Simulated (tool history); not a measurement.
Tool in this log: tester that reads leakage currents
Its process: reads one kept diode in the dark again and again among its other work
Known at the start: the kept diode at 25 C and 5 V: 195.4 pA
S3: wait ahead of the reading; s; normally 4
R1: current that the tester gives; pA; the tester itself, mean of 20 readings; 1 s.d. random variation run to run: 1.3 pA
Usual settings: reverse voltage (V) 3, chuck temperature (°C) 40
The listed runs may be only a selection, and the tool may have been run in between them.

run 1 hour=0 | reverse_voltage_(V)=3 chuck_temperature_(°C)=40 S3=4 | R1=451.82
run 2 hour=26.4 | reverse_voltage_(V)=3 chuck_temperature_(°C)=34 S3=4 | R1=298.81
run 3 hour=48.1 | reverse_voltage_(V)=3 chuck_temperature_(°C)=34 S3=4 | R1=297.74
run 4 hour=76.9 | reverse_voltage_(V)=3 chuck_temperature_(°C)=34 S3=4 | R1=300.26
run 5 hour=93.1 | reverse_voltage_(V)=3 chuck_temperature_(°C)=34 S3=4 | R1=302.04
run 6 hour=105.8 | reverse_voltage_(V)=3.63 chuck_temperature_(°C)=40 S3=4 | R1=508.78
run 7 hour=122 | reverse_voltage_(V)=3.63 chuck_temperature_(°C)=40 S3=4 | R1=509.67
run 8 hour=139.2 | reverse_voltage_(V)=3 chuck_temperature_(°C)=40 S3=4 | R1=459.26
run 9 hour=161.2 | reverse_voltage_(V)=3 chuck_temperature_(°C)=58 S3=4 | R1=1472.67
run 10 hour=181.9 | reverse_voltage_(V)=3 chuck_temperature_(°C)=58 S3=4 | R1=1481.72
run 11 hour=211.4 | reverse_voltage_(V)=3 chuck_temperature_(°C)=40 S3=4 | R1=467.58
run 12 hour=227.4 | reverse_voltage_(V)=3 chuck_temperature_(°C)=35 S3=4 | R1=330.78
run 13 hour=255.4 | reverse_voltage_(V)=3 chuck_temperature_(°C)=35 S3=4 | R1=330.69
run 14 hour=286.2 | reverse_voltage_(V)=12.9 chuck_temperature_(°C)=35 S3=0.3 | R1=733.24
run 15 hour=301 | reverse_voltage_(V)=6.77 chuck_temperature_(°C)=40 S3=1.12 | R1=729.05
run 16 hour=318.7 | reverse_voltage_(V)=5.19 chuck_temperature_(°C)=33 S3=7.73 | R1=390.17
run 17 hour=335.8 | reverse_voltage_(V)=5.19 chuck_temperature_(°C)=33 S3=1.43 | R1=389.8
-- hour=340.5 tester calibrated
run 18 hour=350.6 | reverse_voltage_(V)=5.19 chuck_temperature_(°C)=33 S3=1.43 | R1=392.31
run 19 hour=377.3 | reverse_voltage_(V)=5.19 chuck_temperature_(°C)=33 S3=1.43 | R1=393.88
run 20 hour=398.1 | reverse_voltage_(V)=5.19 chuck_temperature_(°C)=33 S3=1.43 | R1=394.77
-- hour=418.8 tester calibrated, once more
run 21 hour=422.8 | reverse_voltage_(V)=5.19 chuck_temperature_(°C)=33 S3=1.43 | R1=395.4
run 22 hour=451.4 | reverse_voltage_(V)=5.19 chuck_temperature_(°C)=33 S3=1.43 | R1=396.57
run 23 hour=464.2 | reverse_voltage_(V)=5.19 chuck_temperature_(°C)=33 S3=1.43 | R1=398.92
run 24 hour=478.9 | reverse_voltage_(V)=5.19 chuck_temperature_(°C)=33 S3=1.43 | R1=399.77

Branching from run 24: 4 alternative next runs. What would each branch give?
run A hour=492.4 | reverse_voltage_(V)=5.19 chuck_temperature_(°C)=28 S3=1.1 | R1=?
run B hour=492.4 | reverse_voltage_(V)=5.06 chuck_temperature_(°C)=25 S3=2.91 | R1=?
run C hour=492.4 | reverse_voltage_(V)=4.95 chuck_temperature_(°C)=38 S3=8.15 | R1=?
run D hour=492.4 | reverse_voltage_(V)=4.26 chuck_temperature_(°C)=40 S3=4 | R1=?

run=A R1=280.6
run=B R1=219.96
run=C R1=553.79
run=D R1=585.72
Take away the tool's hidden state, keep each run's random variation, and the runs would have read:
run=A R1=251.93
run=B R1=196.96
run=C R1=500.7
run=D R1=530.32
